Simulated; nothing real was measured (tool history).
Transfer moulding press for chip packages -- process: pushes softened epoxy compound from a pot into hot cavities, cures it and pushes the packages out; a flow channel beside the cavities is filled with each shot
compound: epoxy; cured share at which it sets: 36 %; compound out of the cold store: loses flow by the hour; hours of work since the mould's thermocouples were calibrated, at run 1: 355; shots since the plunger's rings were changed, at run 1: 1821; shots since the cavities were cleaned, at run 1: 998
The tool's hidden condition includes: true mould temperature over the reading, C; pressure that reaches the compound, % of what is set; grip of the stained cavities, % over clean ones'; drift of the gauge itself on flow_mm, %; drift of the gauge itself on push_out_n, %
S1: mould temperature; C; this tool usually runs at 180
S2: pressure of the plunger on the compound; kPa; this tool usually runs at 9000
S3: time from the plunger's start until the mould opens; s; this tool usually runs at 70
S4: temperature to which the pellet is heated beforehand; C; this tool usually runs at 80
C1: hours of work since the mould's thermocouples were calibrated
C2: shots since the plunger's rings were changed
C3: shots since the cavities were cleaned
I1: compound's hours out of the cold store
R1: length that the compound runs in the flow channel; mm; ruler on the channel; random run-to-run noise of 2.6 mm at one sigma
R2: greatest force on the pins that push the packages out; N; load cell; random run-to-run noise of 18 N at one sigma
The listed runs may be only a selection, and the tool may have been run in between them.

{"run": 1, "hour": 0.0, "S1": 180, "S2": 9000, "S3": 70, "S4": 80, "C1": 355, "C2": 1821, "C3": 998, "I1": 25.8, "R1": 750, "R2": 1346}
{"hour": 9.5, "done": "cavities cleaned with cleaning compound and waxed"}
{"run": 2, "hour": 16.6, "S1": 180, "S2": 9000, "S3": 70, "S4": 80, "C1": 364, "C2": 2037, "C3": 102, "I1": 27.4, "R1": 741, "R2": 967}
{"run": 3, "hour": 37.1, "S1": 180, "S2": 9000, "S3": 70, "S4": 80, "C1": 375, "C2": 2332, "C3": 397, "I1": 13.2, "R1": 791, "R2": 1212}
{"run": 4, "hour": 50.4, "S1": 180, "S2": 9000, "S3": 70, "S4": 80, "C1": 382, "C2": 2523, "C3": 588, "I1": 32.2, "R1": 718, "R2": 1135}
{"run": 5, "hour": 70.7, "S1": 180, "S2": 9000, "S3": 70, "S4": 80, "C1": 393, "C2": 2815, "C3": 880, "I1": 11.9, "R1": 788, "R2": 1382}
{"hour": 87.7, "done": "cavities cleaned with cleaning compound and waxed"}
{"run": 6, "hour": 93.8, "S1": 180, "S2": 9600, "S3": 70, "S4": 80, "C1": 404, "C2": 3125, "C3": 88, "I1": 46.4, "R1": 693, "R2": 847}
{"run": 7, "hour": 115.6, "S1": 180, "S2": 9600, "S3": 70, "S4": 80, "C1": 416, "C2": 3438, "C3": 401, "I1": 43, "R1": 695, "R2": 1044}
{"run": 8, "hour": 127.6, "S1": 180, "S2": 9600, "S3": 70, "S4": 80, "C1": 422, "C2": 3610, "C3": 573, "I1": 32.7, "R1": 728, "R2": 1171}
{"run": 9, "hour": 141.9, "S1": 180, "S2": 9600, "S3": 70, "S4": 80, "C1": 430, "C2": 3816, "C3": 779, "I1": 40.7, "R1": 708, "R2": 1214}
{"run": 10, "hour": 153.9, "S1": 180, "S2": 7260, "S3": 82, "S4": 88, "C1": 437, "C2": 3988, "C3": 951, "I1": 9.9, "R1": 703, "R2": 939}
{"hour": 166.8, "done": "cavities cleaned with cleaning compound and waxed"}
{"run": 11, "hour": 168.0, "S1": 176, "S2": 7260, "S3": 82, "S4": 88, "C1": 443, "C2": 4169, "C3": 18, "I1": 11.8, "R1": 706, "R2": 832}
{"run": 12, "hour": 195.8, "S1": 176, "S2": 7260, "S3": 82, "S4": 88, "C1": 458, "C2": 4569, "C3": 418, "I1": 11.4, "R1": 708, "R2": 1057}
{"hour": 213.1, "done": "plunger's sealing rings changed"}
{"run": 13, "hour": 224.4, "S1": 180, "S2": 9000, "S3": 70, "S4": 71, "C1": 472, "C2": 163, "C3": 792, "I1": 17.2, "R1": 790, "R2": 1343}

Pick out some run-to-run changes in R1. Of each, how much would a tool without hidden state show as well, from the settings, what came in and chance, and how much is left for the hidden state and any gauge scatter not in both results compared?
Run 5 -> 6: S2 9000 -> 9600, cavities cleaned with cleaning compound and waxed. R1 -95 mm: hidden state +2, all else -97.
Run 12 -> 13: S1 176 -> 180, S2 7260 -> 9000, S3 82 -> 70, S4 88 -> 71, plunger's sealing rings changed. R1 +82 mm: hidden state +37, all else +45.
